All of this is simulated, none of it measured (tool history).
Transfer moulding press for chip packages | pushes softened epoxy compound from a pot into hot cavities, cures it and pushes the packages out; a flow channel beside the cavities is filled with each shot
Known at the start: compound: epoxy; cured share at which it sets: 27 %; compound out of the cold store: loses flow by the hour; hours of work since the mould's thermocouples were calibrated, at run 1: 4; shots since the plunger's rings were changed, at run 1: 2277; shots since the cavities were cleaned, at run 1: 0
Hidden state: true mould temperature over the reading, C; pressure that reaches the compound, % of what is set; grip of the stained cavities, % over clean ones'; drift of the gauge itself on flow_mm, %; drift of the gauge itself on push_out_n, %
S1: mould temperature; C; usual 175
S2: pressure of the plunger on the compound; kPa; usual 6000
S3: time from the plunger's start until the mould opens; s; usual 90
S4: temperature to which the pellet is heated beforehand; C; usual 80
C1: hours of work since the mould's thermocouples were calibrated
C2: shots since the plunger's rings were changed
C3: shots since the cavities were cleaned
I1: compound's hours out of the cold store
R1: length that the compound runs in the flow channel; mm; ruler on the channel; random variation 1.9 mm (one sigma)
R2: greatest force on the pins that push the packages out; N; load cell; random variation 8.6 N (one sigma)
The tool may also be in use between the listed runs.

run	hour	S1	S2	S3	S4	C1	C2	C3	I1	R1	R2
1	0	175	6000	90	80	4	2277	0	47.4	564	348
# hour 39.5: cavities cleaned with cleaning compound and waxed
2	42.7	175	6000	90	71	29	2817	43	9.3	642	431
# hour 80.4: cavities cleaned with cleaning compound and waxed
# hour 93.2: plunger's sealing rings changed
3	103	175	6000	90	80	64	128	263	40.7	582	607
# hour 123.9: cavities cleaned with cleaning compound and waxed
4	150.9	175	6000	90	80	93	737	354	12.9	641	645
# hour 167.6: cavities cleaned with cleaning compound and waxed
5	178.3	175	6000	90	80	109	1075	139	43.4	575	517
# hour 207.8: cavities cleaned with cleaning compound and waxed
6	230.9	175	6000	90	80	141	1743	301	16.1	628	643
# hour 251.1: cavities cleaned with cleaning compound and waxed
7	266.5	175	6000	90	80	162	2191	202	42.4	576	564
# hour 290.6: cavities cleaned with cleaning compound and waxed
8	291.1	175	6000	90	90	176	2493	6	30.9	591	368
# hour 330.1: cavities cleaned with cleaning compound and waxed
9	331.7	175	6000	90	90	201	3005	22	19.4	615	389
# hour 362: plunger's sealing rings changed
# hour 373.6: cavities cleaned with cleaning compound and waxed
10	389	175	5970	90	80	234	334	202	42.8	579	555
# hour 413.4: cavities cleaned with cleaning compound and waxed
11	436.5	175	6000	90	80	262	935	302	18.4	628	638
# hour 452.5: cavities cleaned with cleaning compound and waxed
# hour 491.3: cavities cleaned with cleaning compound and waxed
12	494.7	175	6000	90	80	296	1658	43	43.2	574	399
13	522.3	175	5770	90	80	314	2020	405	42.2	562	640
# hour 533.2: cavities cleaned with cleaning compound and waxed
# hour 573.3: cavities cleaned with cleaning compound and waxed
14	573.3	175	5770	90	80	343	2648	0	17.8	611	349
15	601.6	175	6000	108	83	361	3019	371	29.2	596	530
# hour 614.3: cavities cleaned with cleaning compound and waxed
16	628.5	175	6000	108	87	377	3352	186	36.1	582	422
# hour 636: plunger's sealing rings changed
# hour 656.4: cavities cleaned with cleaning compound and waxed
17	683.1	175	6000	108	87	408	597	350	18.3	629	526
# hour 697.3: cavities cleaned with cleaning compound and waxed
18	726.2	175	6000	108	87	434	1141	377	25.4	610	521
# hour 738.5: cavities cleaned with cleaning compound and waxed
19	751.8	175	6000	108	87	449	1456	173	27	605	413
# hour 762.1: mould's thermocouples calibrated
# hour 782: cavities cleaned with cleaning compound and waxed
20	790.7	174	6730	122	90	17	1920	114	40.2	614	378
# hour 822.3: cavities cleaned with cleaning compound and waxed
21	837.9	177	5650	72	73	45	2519	205	45	548	839
# hour 862.4: cavities cleaned with cleaning compound and waxed
22	862.4	177	5650	72	73	59	2819	0	12.5	614	600
# hour 902.2: cavities cleaned with cleaning compound and waxed
# hour 912: plunger's sealing rings changed
23	918	177	5650	72	73	91	78	174	30.7	587	911
# hour 943.9: cavities cleaned with cleaning compound and waxed
24	970.3	177	5650	72	73	123	743	345	15.8	617	1080
# hour 984.7: cavities cleaned with cleaning compound and waxed
# hour 1026.3: cavities cleaned with cleaning compound and waxed
25	1026.3	177	5650	72	73	156	1438	1	25.5	595	590
26	1059.6	175	4710	101	88	176	1873	436	33.8	525	578

Forecast each of these 3 alternatives for the next run:
# hour 1068.5: cavities cleaned with cleaning compound and waxed
A	1085.6	182	5560	101	87	192	2193	223	30	?	?
# hour 1068.5: cavities cleaned with cleaning compound and waxed
B	1085.6	182	5210	90	74	192	2193	223	39.8	?	?
# hour 1068.5: cavities cleaned with cleaning compound and waxed
C	1085.6	175	4930	99	80	192	2193	223	21.3	?	?

run	R1	R2
A	569	432
B	535	458
C	564	509
Without the tool's hidden state the same runs would have given:
run	R1	R2
A	577	269
B	542	284
C	571	316
